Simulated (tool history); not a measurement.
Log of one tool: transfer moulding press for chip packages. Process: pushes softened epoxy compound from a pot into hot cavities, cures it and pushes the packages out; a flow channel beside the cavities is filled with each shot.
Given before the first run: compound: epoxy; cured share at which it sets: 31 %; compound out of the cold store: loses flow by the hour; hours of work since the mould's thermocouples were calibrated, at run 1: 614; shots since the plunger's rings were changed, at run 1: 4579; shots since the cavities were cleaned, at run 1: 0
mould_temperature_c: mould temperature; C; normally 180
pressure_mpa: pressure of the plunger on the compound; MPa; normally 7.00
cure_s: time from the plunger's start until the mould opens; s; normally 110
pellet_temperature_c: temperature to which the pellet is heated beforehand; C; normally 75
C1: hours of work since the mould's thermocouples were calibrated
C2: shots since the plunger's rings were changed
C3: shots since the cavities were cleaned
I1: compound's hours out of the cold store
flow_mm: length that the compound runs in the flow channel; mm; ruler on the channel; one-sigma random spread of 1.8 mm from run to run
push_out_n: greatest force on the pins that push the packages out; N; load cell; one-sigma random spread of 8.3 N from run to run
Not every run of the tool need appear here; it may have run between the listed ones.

run 1 hour=0.0 | mould_temperature_c=180 pressure_mpa=7.00 cure_s=110 pellet_temperature_c=75 | C1=614 C2=4579 C3=0 | I1=13.1 | flow_mm=831 push_out_n=393
-- hour=13.2 plunger's sealing rings changed
run 2 hour=20.6 | mould_temperature_c=180 pressure_mpa=7.00 cure_s=110 pellet_temperature_c=73 | C1=627 C2=92 C3=224 | I1=14.8 | flow_mm=865 push_out_n=494
run 3 hour=41.3 | mould_temperature_c=180 pressure_mpa=7.00 cure_s=110 pellet_temperature_c=75 | C1=642 C2=346 C3=478 | I1=13.8 | flow_mm=866 push_out_n=575
run 4 hour=54.7 | mould_temperature_c=180 pressure_mpa=7.00 cure_s=110 pellet_temperature_c=84 | C1=652 C2=513 C3=645 | I1=45.7 | flow_mm=776 push_out_n=574
-- hour=64.2 cavities cleaned with cleaning compound and waxed
run 5 hour=75.1 | mould_temperature_c=180 pressure_mpa=7.00 cure_s=110 pellet_temperature_c=75 | C1=666 C2=746 C3=135 | I1=40.4 | flow_mm=789 push_out_n=452
run 6 hour=90.0 | mould_temperature_c=180 pressure_mpa=7.00 cure_s=110 pellet_temperature_c=75 | C1=677 C2=930 C3=319 | I1=21.9 | flow_mm=839 push_out_n=530
run 7 hour=112.2 | mould_temperature_c=180 pressure_mpa=7.00 cure_s=93 pellet_temperature_c=75 | C1=693 C2=1203 C3=592 | I1=20.8 | flow_mm=839 push_out_n=780
-- hour=124.8 cavities cleaned with cleaning compound and waxed
run 8 hour=124.8 | mould_temperature_c=180 pressure_mpa=7.00 cure_s=93 pellet_temperature_c=75 | C1=701 C2=1341 C3=0 | I1=15.2 | flow_mm=854 push_out_n=526
run 9 hour=140.0 | mould_temperature_c=180 pressure_mpa=6.49 cure_s=110 pellet_temperature_c=75 | C1=712 C2=1529 C3=188 | I1=15.2 | flow_mm=821 push_out_n=481
run 10 hour=156.7 | mould_temperature_c=180 pressure_mpa=7.00 cure_s=110 pellet_temperature_c=75 | C1=724 C2=1735 C3=394 | I1=12.6 | flow_mm=860 push_out_n=561
run 11 hour=176.4 | mould_temperature_c=180 pressure_mpa=7.00 cure_s=110 pellet_temperature_c=75 | C1=738 C2=1979 C3=638 | I1=18.3 | flow_mm=841 push_out_n=591
-- hour=186.3 cavities cleaned with cleaning compound and waxed
run 12 hour=195.1 | mould_temperature_c=180 pressure_mpa=7.00 cure_s=110 pellet_temperature_c=75 | C1=751 C2=2190 C3=108 | I1=37.0 | flow_mm=788 push_out_n=438
run 13 hour=205.8 | mould_temperature_c=180 pressure_mpa=7.00 cure_s=110 pellet_temperature_c=75 | C1=758 C2=2323 C3=241 | I1=38.1 | flow_mm=785 push_out_n=481
-- hour=219.9 mould's thermocouples calibrated
run 14 hour=228.9 | mould_temperature_c=180 pressure_mpa=7.00 cure_s=110 pellet_temperature_c=75 | C1=7 C2=2583 C3=501 | I1=23.4 | flow_mm=813 push_out_n=538
run 15 hour=247.1 | mould_temperature_c=180 pressure_mpa=7.00 cure_s=110 pellet_temperature_c=75 | C1=20 C2=2808 C3=726 | I1=19.8 | flow_mm=823 push_out_n=546
-- hour=249.9 cavities cleaned with cleaning compound and waxed
run 16 hour=265.1 | mould_temperature_c=181 pressure_mpa=7.00 cure_s=106 pellet_temperature_c=70 | C1=32 C2=3012 C3=188 | I1=10.4 | flow_mm=848 push_out_n=451
run 17 hour=285.1 | mould_temperature_c=181 pressure_mpa=7.87 cure_s=110 pellet_temperature_c=83 | C1=46 C2=3259 C3=435 | I1=41.1 | flow_mm=804 push_out_n=516
run 18 hour=300.7 | mould_temperature_c=181 pressure_mpa=7.87 cure_s=110 pellet_temperature_c=83 | C1=58 C2=3451 C3=627 | I1=11.1 | flow_mm=888 push_out_n=561
-- hour=311.5 cavities cleaned with cleaning compound and waxed
run 19 hour=321.7 | mould_temperature_c=177 pressure_mpa=5.58 cure_s=110 pellet_temperature_c=83 | C1=72 C2=3692 C3=126 | I1=8.7 | flow_mm=768 push_out_n=483
run 20 hour=341.0 | mould_temperature_c=185 pressure_mpa=6.35 cure_s=103 pellet_temperature_c=65 | C1=86 C2=3931 C3=365 | I1=28.7 | flow_mm=738 push_out_n=476
run 21 hour=356.1 | mould_temperature_c=185 pressure_mpa=6.35 cure_s=128 pellet_temperature_c=85 | C1=97 C2=4117 C3=551 | I1=8.6 | flow_mm=786 push_out_n=497
-- hour=372.4 cavities cleaned with cleaning compound and waxed
run 22 hour=376.9 | mould_temperature_c=179 pressure_mpa=7.00 cure_s=110 pellet_temperature_c=83 | C1=111 C2=4355 C3=56 | I1=41.3 | flow_mm=758 push_out_n=391
run 23 hour=396.6 | mould_temperature_c=179 pressure_mpa=7.00 cure_s=110 pellet_temperature_c=83 | C1=125 C2=4598 C3=299 | I1=27.1 | flow_mm=794 push_out_n=503
-- hour=408.6 plunger's sealing rings changed
run 24 hour=409.5 | mould_temperature_c=176 pressure_mpa=8.36 cure_s=121 pellet_temperature_c=84 | C1=133 C2=12 C3=429 | I1=9.5 | flow_mm=977 push_out_n=574
run 25 hour=420.8 | mould_temperature_c=179 pressure_mpa=8.36 cure_s=97 pellet_temperature_c=84 | C1=141 C2=150 C3=567 | I1=23.5 | flow_mm=918 push_out_n=667

Here are 3 independent what-if runs from the current tool condition. What would each one return?
-- hour=437.2 cavities cleaned with cleaning compound and waxed
run A hour=437.4 | mould_temperature_c=180 pressure_mpa=7.00 cure_s=92 pellet_temperature_c=66 | C1=152 C2=337 C3=3 | I1=43.3 | flow_mm=? push_out_n=?
-- hour=437.2 cavities cleaned with cleaning compound and waxed
run B hour=437.4 | mould_temperature_c=179 pressure_mpa=8.36 cure_s=107 pellet_temperature_c=80 | C1=152 C2=337 C3=3 | I1=44.4 | flow_mm=? push_out_n=?
-- hour=437.2 cavities cleaned with cleaning compound and waxed
run C hour=437.4 | mould_temperature_c=180 pressure_mpa=6.31 cure_s=92 pellet_temperature_c=68 | C1=152 C2=337 C3=3 | I1=44.2 | flow_mm=? push_out_n=?

run=A flow_mm=784 push_out_n=465
run=B flow_mm=854 push_out_n=371
run=C flow_mm=740 push_out_n=465
With the hidden condition removed and each run's random variation left untouched, the same runs would have given:
run=A flow_mm=787 push_out_n=461
run=B flow_mm=857 push_out_n=367
run=C flow_mm=743 push_out_n=461
